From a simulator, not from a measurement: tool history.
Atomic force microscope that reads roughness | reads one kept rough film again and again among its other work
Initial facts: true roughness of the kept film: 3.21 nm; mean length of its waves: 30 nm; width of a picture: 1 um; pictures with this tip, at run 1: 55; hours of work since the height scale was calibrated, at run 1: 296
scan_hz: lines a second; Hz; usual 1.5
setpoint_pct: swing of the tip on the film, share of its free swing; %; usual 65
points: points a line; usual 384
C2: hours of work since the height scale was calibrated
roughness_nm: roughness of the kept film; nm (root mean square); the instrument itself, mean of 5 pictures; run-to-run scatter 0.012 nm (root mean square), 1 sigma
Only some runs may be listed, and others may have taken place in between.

{"run": 1, "hour": 0.0, "scan_hz": 1.5, "setpoint_pct": 65, "points": 384, "pictures with this tip": 55, "C2": 296, "roughness_nm": 2.837}
{"run": 2, "hour": 8.7, "scan_hz": 1.5, "setpoint_pct": 65, "points": 384, "pictures with this tip": 77, "C2": 303, "roughness_nm": 2.825}
{"run": 3, "hour": 15.0, "scan_hz": 1.5, "setpoint_pct": 65, "points": 384, "pictures with this tip": 93, "C2": 308, "roughness_nm": 2.836}
{"run": 4, "hour": 24.5, "scan_hz": 1.5, "setpoint_pct": 65, "points": 384, "pictures with this tip": 118, "C2": 316, "roughness_nm": 2.805}
{"run": 5, "hour": 36.7, "scan_hz": 1.5, "setpoint_pct": 65, "points": 384, "pictures with this tip": 149, "C2": 325, "roughness_nm": 2.803}
{"run": 6, "hour": 47.2, "scan_hz": 1.5, "setpoint_pct": 75, "points": 384, "pictures with this tip": 176, "C2": 334, "roughness_nm": 2.68}
{"hour": 49.0, "done": "height scale calibrated on a step standard"}
{"run": 7, "hour": 59.9, "scan_hz": 1.94, "setpoint_pct": 68, "points": 384, "pictures with this tip": 206, "C2": 9, "roughness_nm": 2.706}
{"run": 8, "hour": 67.5, "scan_hz": 1.5, "setpoint_pct": 73, "points": 526, "pictures with this tip": 226, "C2": 15, "roughness_nm": 2.698}
{"hour": 76.0, "done": "height scale calibrated on a step standard, once more"}
{"run": 9, "hour": 79.7, "scan_hz": 1.5, "setpoint_pct": 55, "points": 564, "pictures with this tip": 254, "C2": 3, "roughness_nm": 2.769}
{"run": 10, "hour": 93.3, "scan_hz": 1.18, "setpoint_pct": 58, "points": 384, "pictures with this tip": 289, "C2": 14, "roughness_nm": 2.742}
{"run": 11, "hour": 99.7, "scan_hz": 1.18, "setpoint_pct": 58, "points": 384, "pictures with this tip": 306, "C2": 19, "roughness_nm": 2.727}
{"run": 12, "hour": 108.9, "scan_hz": 1.5, "setpoint_pct": 65, "points": 449, "pictures with this tip": 329, "C2": 26, "roughness_nm": 2.672}

Below are 5 alternative next runs, each starting from the tool's condition after run 12. Predict each:
{"run": "A", "hour": 115.2, "scan_hz": 0.93, "setpoint_pct": 65, "points": 449, "pictures with this tip": 346, "C2": 31, "roughness_nm": "?"}
{"run": "B", "hour": 115.2, "scan_hz": 1.31, "setpoint_pct": 65, "points": 479, "pictures with this tip": 346, "C2": 31, "roughness_nm": "?"}
{"run": "C", "hour": 115.2, "scan_hz": 1.09, "setpoint_pct": 70, "points": 465, "pictures with this tip": 346, "C2": 31, "roughness_nm": "?"}
{"run": "D", "hour": 115.2, "scan_hz": 3.66, "setpoint_pct": 65, "points": 449, "pictures with this tip": 346, "C2": 31, "roughness_nm": "?"}
{"run": "E", "hour": 115.2, "scan_hz": 1.5, "setpoint_pct": 67, "points": 384, "pictures with this tip": 346, "C2": 31, "roughness_nm": "?"}

run=A roughness_nm=2.701
run=B roughness_nm=2.668
run=C roughness_nm=2.66
run=D roughness_nm=2.534
run=E roughness_nm=2.647
Take away the tool's hidden state, keep each run's random variation, and the runs would have read:
run=A roughness_nm=2.924
run=B roughness_nm=2.888
run=C roughness_nm=2.878
run=D roughness_nm=2.743
run=E roughness_nm=2.865
